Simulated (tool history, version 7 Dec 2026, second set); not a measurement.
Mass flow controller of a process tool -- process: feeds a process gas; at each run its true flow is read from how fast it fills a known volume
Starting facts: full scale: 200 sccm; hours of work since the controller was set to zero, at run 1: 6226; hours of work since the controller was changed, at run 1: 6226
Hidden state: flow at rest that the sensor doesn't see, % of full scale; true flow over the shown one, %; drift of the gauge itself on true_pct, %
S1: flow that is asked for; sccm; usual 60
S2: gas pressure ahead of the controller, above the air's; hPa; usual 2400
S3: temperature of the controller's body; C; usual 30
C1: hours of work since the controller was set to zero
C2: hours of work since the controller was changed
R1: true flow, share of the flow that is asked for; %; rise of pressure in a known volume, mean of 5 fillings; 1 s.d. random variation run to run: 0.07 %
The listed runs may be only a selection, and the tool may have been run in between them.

run,hour,S1,S2,S3,C1,C2,R1
1,0.0,60,2400,30,6226,6226,102.78
2,145.2,60,2400,30,6310,6310,102.68
# hour 189.9: controller exchanged for a calibrated one
3,248.9,60,2400,30,34,34,98.40
4,374.0,60,2400,30,106,106,98.47
5,510.2,60,2400,30,185,185,98.40
6,580.0,60,2400,30,225,225,98.42
7,746.1,60,2400,30,321,321,98.54
8,893.5,60,2400,30,406,406,98.52
9,1007.4,60,2400,30,472,472,98.65
10,1139.5,60,2400,30,548,548,98.75
11,1304.4,52,2150,30,643,643,98.96
12,1406.8,52,2150,30,702,702,98.90
13,1481.6,38,2030,30,745,745,98.99
14,1590.0,51,1480,33,808,808,99.54
15,1712.2,24,2170,40,879,879,99.76
16,1869.5,24,2170,40,969,969,99.85
17,2021.8,36,1760,30,1057,1057,99.38
18,2166.5,60,1550,20,1141,1141,99.02
19,2256.4,60,1890,21,1193,1193,98.94

Table of differences, measured result less the result of that run with no hidden state. Run-to-run variation is the same in both. Gauge scatter possibly is not:
run,R1
1,+4.52
2,+4.57
3,+0.20
4,+0.26
5,+0.30
6,+0.34
7,+0.41
8,+0.47
9,+0.52
10,+0.58
11,+0.69
12,+0.74
13,+0.92
14,+0.83
15,+1.41
16,+1.53
17,+1.26
18,+1.01
19,+1.05
